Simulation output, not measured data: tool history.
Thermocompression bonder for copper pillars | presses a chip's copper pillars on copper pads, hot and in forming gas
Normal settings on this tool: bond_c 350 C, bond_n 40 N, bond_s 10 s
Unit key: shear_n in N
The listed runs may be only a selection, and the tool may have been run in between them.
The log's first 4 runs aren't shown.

run 5 hour=178.6 | bond_c=350 bond_n=40 bond_s=15 | shear_n=91.2
run 6 hour=248 | bond_c=350 bond_n=40 bond_s=10 | shear_n=81.4
run 7 hour=299.3 | bond_c=350 bond_n=40 bond_s=10 | shear_n=82.1
run 8 hour=348.1 | bond_c=350 bond_n=40 bond_s=10 | shear_n=81.1
run 9 hour=406.4 | bond_c=350 bond_n=40 bond_s=10 | shear_n=81.7
run 10 hour=456.1 | bond_c=350 bond_n=40 bond_s=10 | shear_n=81.5
run 11 hour=526.1 | bond_c=348 bond_n=40 bond_s=10 | shear_n=80.8
run 12 hour=575.4 | bond_c=348 bond_n=40 bond_s=10 | shear_n=80.8
run 13 hour=610.3 | bond_c=350 bond_n=40 bond_s=10 | shear_n=81.1
run 14 hour=662.7 | bond_c=350 bond_n=40 bond_s=10 | shear_n=81.4
-- hour=700.5 forming gas filter changed
-- hour=708.6 heater calibrated with a thermocouple chip
run 15 hour=729.6 | bond_c=350 bond_n=30 bond_s=10 | shear_n=62.1
run 16 hour=800.7 | bond_c=350 bond_n=40 bond_s=14 | shear_n=89
run 17 hour=850 | bond_c=350 bond_n=40 bond_s=14 | shear_n=89.4
run 18 hour=913.2 | bond_c=358 bond_n=40 bond_s=10 | shear_n=85.3
run 19 hour=954.2 | bond_c=358 bond_n=40 bond_s=10 | shear_n=84.3
run 20 hour=1012.8 | bond_c=358 bond_n=40 bond_s=10 | shear_n=85.7
run 21 hour=1074.8 | bond_c=358 bond_n=40 bond_s=10 | shear_n=84.3
-- hour=1126.5 force cell calibrated
run 22 hour=1126.5 | bond_c=366 bond_n=35 bond_s=10 | shear_n=80.3
run 23 hour=1184.7 | bond_c=346 bond_n=29 bond_s=12 | shear_n=62.2
run 24 hour=1232.4 | bond_c=375 bond_n=40 bond_s=8 | shear_n=86.7
run 25 hour=1288.6 | bond_c=327 bond_n=40 bond_s=15 | shear_n=79.6

The next listed run, before its measurement:
run 26 hour=1342.1 | bond_c=327 bond_n=40 bond_s=15 | shear_n=?

Run 26 yielded shear_n 79.7 N.
Without the tool's hidden state the same run would have given shear_n 79.8 N.
